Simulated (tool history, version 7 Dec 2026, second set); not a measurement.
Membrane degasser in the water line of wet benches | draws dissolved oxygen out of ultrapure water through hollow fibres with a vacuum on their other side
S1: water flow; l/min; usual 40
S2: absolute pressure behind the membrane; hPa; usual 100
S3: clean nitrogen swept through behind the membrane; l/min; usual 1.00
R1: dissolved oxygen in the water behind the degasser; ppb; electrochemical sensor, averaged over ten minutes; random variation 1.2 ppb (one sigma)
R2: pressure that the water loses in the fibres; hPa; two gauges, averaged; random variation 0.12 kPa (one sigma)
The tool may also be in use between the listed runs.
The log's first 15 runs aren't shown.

run	hour	S1	S2	S3	R1	R2
16	477.5	40	100	1.00	540.7	268.2
17	514.5	40	100	1.15	487.6	268.7
18	543.8	40	100	1.15	484.4	267.5
19	588.8	49	80	0.73	585.7	328.3
20	634.1	37	100	2.98	204.8	247.4
21	674.3	31	91	2.98	149.7	211.0
22	717.9	31	91	2.98	149.4	206.9
23	747.0	32	116	1.06	520.1	213.8
24	779.3	32	116	2.23	278.2	214.6
25	814.6	40	116	2.23	345.0	268.0
26	851.3	29	127	1.23	477.6	194.4
27	880.8	58	127	1.90	634.3	390.6
28	904.4	34	65	1.98	138.6	229.1
29	935.0	27	67	1.74	130.1	180.5
30	967.0	27	67	1.74	130.6	180.9
31	1009.7	34	74	1.00	303.2	227.3

Forecast each of these 4 alternatives for the next run:
A	1030.7	34	74	2.01	?	?
B	1030.7	41	164	1.85	?	?
C	1030.7	40	73	1.00	?	?
D	1030.7	36	213	1.00	?	?

run	R1	R2
A	170.0	228.0
B	624.1	273.2
C	342.9	269.6
D	1191.0	241.1
Without the tool's hidden state the same runs would have given:
run	R1	R2
A	162.8	225.2
B	615.0	269.8
C	329.1	266.2
D	1179.9	238.1
